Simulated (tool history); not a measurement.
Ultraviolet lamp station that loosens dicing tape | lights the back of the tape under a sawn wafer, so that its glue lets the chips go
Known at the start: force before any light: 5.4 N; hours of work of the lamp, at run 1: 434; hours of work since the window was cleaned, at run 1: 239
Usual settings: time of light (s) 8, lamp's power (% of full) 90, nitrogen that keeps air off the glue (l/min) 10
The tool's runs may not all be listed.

run   hour  time of light (s)  lamp's power (% of full)  nitrogen that keeps air off the glue (l/min)  hours of work of the lamp  hours of work since the window was cleaned  force that peels the tape off (N)  light that reached the tape (J/m2)
  1      0                  8                        90                                            10                        434                                         239                              0.669                                4620
  2   27.4                  8                        90                                            10                        447                                         252                              0.686                                4620
  3   50.2                  8                        79                                            10                        458                                         263                              0.835                                4040
  4     75                  8                        61                                            10                        470                                         275                              1.258                                3100
  5   97.4                  8                        61                                            10                        481                                         286                              1.228                                3050
  6  112.7                  8                        61                                            10                        488                                         293                              1.197                                3090
  7  132.2                  8                        61                                            10                        498                                         302                              1.264                                3080
  8  160.7                  8                        61                                            10                        511                                         316                              1.253                                3010
  9  175.9                  8                        61                                            10                        518                                         323                              1.208                                3030
 10  201.6                  8                        90                                             4                        531                                         336                              1.209                                4430
 11  223.6                  8                        90                                             4                        541                                         346                              1.215                                4440
 12  250.1                  8                        90                                             4                        554                                         359                               1.27                                4420
 13  272.7                  8                        90                                            10                        565                                         369                              0.714                                4430
 14  287.4                  8                        90                                            10                        572                                         377                              0.749                                4370
 15    307                  8                        90                                            10                        581                                         386                              0.728                                4350
 16    321                  8                        90                                            10                        588                                         393                              0.743                                4370
 17  337.5                 11                        90                                            10                        596                                         400                              0.441                                6040
 18  366.1                  8                        90                                            10                        609                                         414                              0.732                                4330
 19  394.1                  8                        90                                            11                        623                                         428                               0.69                                4340
 20  418.7                  8                        90                                            11                        634                                         439                              0.678                                4310
 21  431.3                  8                        90                                            11                        640                                         445                              0.696                                4320
 22  453.6                  8                        90                                            10                        651                                         456                               0.71                                4250
 23  466.2                  8                        90                                            10                        657                                         462                              0.725                                4270

Run 24 comes next. What will it give?
 24  491.4                  8                        90                                            10                        669                                         474                                  ?                                   ?

force that peels the tape off (N): 0.76
light that reached the tape (J/m2): 4260
Without the tool's hidden state the same run would have given force that peels the tape off (N) 0.56, light that reached the tape (J/m2) 5130.
